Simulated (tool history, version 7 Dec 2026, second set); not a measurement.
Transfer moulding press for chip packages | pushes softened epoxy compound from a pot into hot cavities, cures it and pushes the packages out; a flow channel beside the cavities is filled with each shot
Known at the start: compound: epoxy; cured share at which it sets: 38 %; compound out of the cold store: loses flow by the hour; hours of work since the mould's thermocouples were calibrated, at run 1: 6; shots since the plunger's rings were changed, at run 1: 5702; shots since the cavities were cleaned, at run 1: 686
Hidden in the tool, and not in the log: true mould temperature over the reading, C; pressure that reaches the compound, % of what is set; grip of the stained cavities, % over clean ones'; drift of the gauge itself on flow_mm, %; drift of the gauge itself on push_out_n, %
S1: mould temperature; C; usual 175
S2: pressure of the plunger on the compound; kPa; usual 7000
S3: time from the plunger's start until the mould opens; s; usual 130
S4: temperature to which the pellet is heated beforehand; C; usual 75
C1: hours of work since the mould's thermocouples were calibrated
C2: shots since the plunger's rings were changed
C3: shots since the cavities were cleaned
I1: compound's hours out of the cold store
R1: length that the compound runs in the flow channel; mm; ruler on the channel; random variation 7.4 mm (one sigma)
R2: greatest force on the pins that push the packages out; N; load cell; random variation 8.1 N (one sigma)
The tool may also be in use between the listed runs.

Run 1, hour 0.0: usual settings; C1 6; C2 5702; C3 686; I1 36.3. Result: R1 764 mm, R2 549 N.
Run 2, hour 14.8: usual settings; C1 14; C2 5818; C3 802; I1 31.1. Result: R1 780 mm, R2 561 N.
Run 3, hour 27.6: usual settings; C1 21; C2 5917; C3 901; I1 44.2. Result: R1 711 mm, R2 578 N.
Run 4, hour 37.4: usual settings but S4 78 C; C1 27; C2 5994; C3 978; I1 37.7. Result: R1 746 mm, R2 601 N.
At hour 51.7: cavities cleaned with cleaning compound and waxed.
Run 5, hour 52.1: usual settings but S4 78 C; C1 34; C2 6097; C3 3; I1 26.5. Result: R1 795 mm, R2 365 N.
Run 6, hour 68.3: usual settings but S4 78 C; C1 43; C2 6223; C3 129; I1 34.9. Result: R1 768 mm, R2 417 N.
Run 7, hour 81.1: usual settings but S4 78 C; C1 49; C2 6323; C3 229; I1 29.5. Result: R1 773 mm, R2 436 N.
Run 8, hour 89.7: usual settings but S4 78 C; C1 54; C2 6390; C3 296; I1 29.1. Result: R1 770 mm, R2 468 N.
Run 9, hour 99.5: usual settings but S4 78 C; C1 59; C2 6467; C3 373; I1 37.2. Result: R1 739 mm, R2 485 N.
Run 10, hour 111.1: usual settings; C1 66; C2 6557; C3 463; I1 15.6. Result: R1 842 mm, R2 500 N.
Run 11, hour 124.1: usual settings; C1 73; C2 6659; C3 565; I1 10.4. Result: R1 874 mm, R2 540 N.
Run 12, hour 140.7: usual settings; C1 82; C2 6789; C3 695; I1 26.6. Result: R1 784 mm, R2 566 N.
At hour 148.2: plunger's sealing rings changed.
Run 13, hour 156.8: usual settings; C1 89; C2 67; C3 801; I1 15.8. Result: R1 951 mm, R2 571 N.
Run 14, hour 171.5: usual settings but S3 164 s; C1 97; C2 182; C3 916; I1 16.3. Result: R1 923 mm, R2 542 N.
Run 15, hour 180.2: usual settings; C1 102; C2 250; C3 984; I1 46.1. Result: R1 789 mm, R2 587 N.
At hour 194.1: cavities cleaned with cleaning compound and waxed.
Run 16, hour 197.8: usual settings but S2 6600 kPa, S3 137 s; C1 111; C2 375; C3 29; I1 37.8. Result: R1 808 mm, R2 376 N.
Run 17, hour 209.0: usual settings but S2 6600 kPa, S3 137 s; C1 117; C2 463; C3 117; I1 27.7. Result: R1 847 mm, R2 409 N.
Run 18, hour 220.8: usual settings but S1 167 C, S2 6600 kPa, S3 137 s; C1 123; C2 555; C3 209; I1 25.9. Result: R1 897 mm, R2 623 N.
Run 19, hour 229.4: usual settings but S1 167 C, S2 6600 kPa, S3 137 s; C1 128; C2 622; C3 276; I1 37.6. Result: R1 829 mm, R2 621 N.
Run 20, hour 239.4: usual settings but S1 168 C, S4 70 C; C1 133; C2 700; C3 354; I1 16.3. Result: R1 955 mm, R2 746 N.
Run 21, hour 250.2: usual settings but S1 168 C, S4 70 C; C1 139; C2 785; C3 439; I1 36.8. Result: R1 858 mm, R2 692 N.
Run 22, hour 263.7: usual settings but S1 181 C, S2 5700 kPa; C1 146; C2 890; C3 544; I1 31.4. Result: R1 733 mm, R2 492 N.
Run 23, hour 282.6: usual settings but S1 181 C, S2 5700 kPa; C1 156; C2 1038; C3 692; I1 16.3. Result: R1 802 mm, R2 505 N.
Run 24, hour 295.8: usual settings but S2 6170 kPa, S3 133 s, S4 84 C; C1 164; C2 1140; C3 794; I1 13.2. Result: R1 882 mm, R2 583 N.
Run 25, hour 312.3: usual settings but S2 6170 kPa, S3 133 s, S4 84 C; C1 173; C2 1269; C3 923; I1 32.6. Result: R1 773 mm, R2 587 N.
Run 26, hour 326.3: usual settings but S1 178 C, S2 5420 kPa, S3 160 s, S4 68 C; C1 180; C2 1379; C3 1033; I1 31.7. Result: R1 713 mm, R2 546 N.
At hour 333.2: cavities cleaned with cleaning compound and waxed.
Run 27, hour 337.7: usual settings but S1 178 C, S2 5420 kPa, S3 160 s, S4 69 C; C1 185; C2 1456; C3 35; I1 10.4. Result: R1 820 mm, R2 342 N.
Run 28, hour 348.1: usual settings but S1 182 C, S3 122 s; C1 191; C2 1537; C3 116; I1 41.7. Result: R1 752 mm, R2 361 N.
Run 29, hour 363.2: usual settings but S1 173 C, S3 148 s; C1 199; C2 1655; C3 234; I1 38.3. Result: R1 818 mm, R2 419 N.

Some steps in R1 between neighbouring runs. How much of each would the tool show without its hidden state too (settings, what came in, random variation), and how much is left for the hidden state, with any gauge scatter that isn't in both results?
Run 9 -> 10: S4 78 -> 75. R1 +103 mm: hidden state -12, all else +115.
Run 12 -> 13: plunger's sealing rings changed. R1 +167 mm: hidden state +88, all else +79.
Run 14 -> 15: S3 164 -> 130. R1 -134 mm: hidden state -1, all else -133.
